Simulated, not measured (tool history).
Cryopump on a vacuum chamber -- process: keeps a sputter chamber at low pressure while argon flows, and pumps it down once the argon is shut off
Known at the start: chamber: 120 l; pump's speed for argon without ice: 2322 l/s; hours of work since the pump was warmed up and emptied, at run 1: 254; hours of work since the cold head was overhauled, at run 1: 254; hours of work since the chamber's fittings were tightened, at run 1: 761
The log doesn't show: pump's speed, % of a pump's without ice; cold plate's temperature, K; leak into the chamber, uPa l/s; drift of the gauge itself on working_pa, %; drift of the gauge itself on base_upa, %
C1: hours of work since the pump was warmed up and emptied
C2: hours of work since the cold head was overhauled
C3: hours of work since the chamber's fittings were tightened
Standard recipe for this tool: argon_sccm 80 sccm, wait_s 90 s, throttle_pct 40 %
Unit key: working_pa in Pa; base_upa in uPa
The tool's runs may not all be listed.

{"run": 1, "hour": 0.0, "argon_sccm": 80, "wait_s": 90, "throttle_pct": 40, "C1": 254, "C2": 254, "C3": 761, "working_pa": 0.1502, "base_upa": 1.06}
{"run": 2, "hour": 9.5, "argon_sccm": 80, "wait_s": 90, "throttle_pct": 40, "C1": 262, "C2": 262, "C3": 769, "working_pa": 0.151, "base_upa": 1.06}
{"run": 3, "hour": 24.6, "argon_sccm": 101, "wait_s": 90, "throttle_pct": 40, "C1": 275, "C2": 275, "C3": 782, "working_pa": 0.1897, "base_upa": 1.03}
{"run": 4, "hour": 44.8, "argon_sccm": 101, "wait_s": 90, "throttle_pct": 40, "C1": 293, "C2": 293, "C3": 799, "working_pa": 0.1911, "base_upa": 1.04}
{"run": 5, "hour": 58.9, "argon_sccm": 80, "wait_s": 20, "throttle_pct": 40, "C1": 305, "C2": 305, "C3": 811, "working_pa": 0.1525, "base_upa": 3.43}
{"run": 6, "hour": 71.4, "argon_sccm": 80, "wait_s": 20, "throttle_pct": 40, "C1": 315, "C2": 315, "C3": 822, "working_pa": 0.153, "base_upa": 3.43}
{"run": 7, "hour": 84.5, "argon_sccm": 80, "wait_s": 20, "throttle_pct": 40, "C1": 326, "C2": 326, "C3": 833, "working_pa": 0.1526, "base_upa": 3.48}
{"run": 8, "hour": 96.8, "argon_sccm": 47, "wait_s": 90, "throttle_pct": 40, "C1": 337, "C2": 337, "C3": 843, "working_pa": 0.0883, "base_upa": 1.09}
{"run": 9, "hour": 108.8, "argon_sccm": 86, "wait_s": 90, "throttle_pct": 40, "C1": 347, "C2": 347, "C3": 854, "working_pa": 0.1645, "base_upa": 1.1}
{"run": 10, "hour": 122.6, "argon_sccm": 86, "wait_s": 90, "throttle_pct": 40, "C1": 359, "C2": 359, "C3": 865, "working_pa": 0.1649, "base_upa": 1.18}
{"run": 11, "hour": 137.4, "argon_sccm": 86, "wait_s": 90, "throttle_pct": 40, "C1": 371, "C2": 371, "C3": 878, "working_pa": 0.1653, "base_upa": 1.14}
{"run": 12, "hour": 150.3, "argon_sccm": 86, "wait_s": 90, "throttle_pct": 40, "C1": 382, "C2": 382, "C3": 889, "working_pa": 0.164, "base_upa": 1.13}
{"run": 13, "hour": 168.0, "argon_sccm": 80, "wait_s": 57, "throttle_pct": 40, "C1": 397, "C2": 397, "C3": 904, "working_pa": 0.1536, "base_upa": 1.53}
{"run": 14, "hour": 188.2, "argon_sccm": 80, "wait_s": 57, "throttle_pct": 40, "C1": 415, "C2": 415, "C3": 921, "working_pa": 0.1518, "base_upa": 1.53}
{"run": 15, "hour": 198.2, "argon_sccm": 80, "wait_s": 227, "throttle_pct": 40, "C1": 423, "C2": 423, "C3": 930, "working_pa": 0.1553, "base_upa": 0.76}
{"run": 16, "hour": 213.9, "argon_sccm": 80, "wait_s": 227, "throttle_pct": 40, "C1": 436, "C2": 436, "C3": 943, "working_pa": 0.1538, "base_upa": 0.7}
{"run": 17, "hour": 223.7, "argon_sccm": 80, "wait_s": 90, "throttle_pct": 18, "C1": 445, "C2": 445, "C3": 951, "working_pa": 0.3345, "base_upa": 1.16}
{"run": 18, "hour": 238.3, "argon_sccm": 80, "wait_s": 90, "throttle_pct": 18, "C1": 457, "C2": 457, "C3": 964, "working_pa": 0.3332, "base_upa": 1.1}
{"run": 19, "hour": 251.5, "argon_sccm": 106, "wait_s": 90, "throttle_pct": 21, "C1": 468, "C2": 468, "C3": 975, "working_pa": 0.3796, "base_upa": 1.18}
{"run": 20, "hour": 269.6, "argon_sccm": 106, "wait_s": 90, "throttle_pct": 21, "C1": 484, "C2": 484, "C3": 990, "working_pa": 0.3855, "base_upa": 1.14}
{"run": 21, "hour": 283.2, "argon_sccm": 37, "wait_s": 142, "throttle_pct": 35, "C1": 495, "C2": 495, "C3": 1002, "working_pa": 0.0818, "base_upa": 0.96}
{"run": 22, "hour": 293.4, "argon_sccm": 80, "wait_s": 90, "throttle_pct": 26, "C1": 504, "C2": 504, "C3": 1011, "working_pa": 0.2337, "base_upa": 1.18}
{"run": 23, "hour": 303.6, "argon_sccm": 53, "wait_s": 38, "throttle_pct": 37, "C1": 513, "C2": 513, "C3": 1019, "working_pa": 0.1107, "base_upa": 2.1}
{"run": 24, "hour": 320.6, "argon_sccm": 34, "wait_s": 88, "throttle_pct": 25, "C1": 527, "C2": 527, "C3": 1034, "working_pa": 0.104, "base_upa": 1.23}
{"run": 25, "hour": 338.8, "argon_sccm": 85, "wait_s": 64, "throttle_pct": 23, "C1": 543, "C2": 543, "C3": 1049, "working_pa": 0.2812, "base_upa": 1.48}
{"run": 26, "hour": 355.3, "argon_sccm": 85, "wait_s": 64, "throttle_pct": 23, "C1": 557, "C2": 557, "C3": 1063, "working_pa": 0.28, "base_upa": 1.5}
{"run": 27, "hour": 366.1, "argon_sccm": 145, "wait_s": 33, "throttle_pct": 58, "C1": 566, "C2": 566, "C3": 1073, "working_pa": 0.2023, "base_upa": 2.33}
{"run": 28, "hour": 386.4, "argon_sccm": 145, "wait_s": 33, "throttle_pct": 58, "C1": 583, "C2": 583, "C3": 1090, "working_pa": 0.205, "base_upa": 2.45}

What will run 29 give?
{"run": 29, "hour": 399.0, "argon_sccm": 80, "wait_s": 105, "throttle_pct": 15, "C1": 594, "C2": 594, "C3": 1100, "working_pa": "?", "base_upa": "?"}

Run 29 produced working_pa 0.4013 Pa, base_upa 1.14 uPa.
With the hidden condition absent and the run-to-run variation left alone, this run would have shown working_pa 0.3892 Pa, base_upa 0.68 uPa.
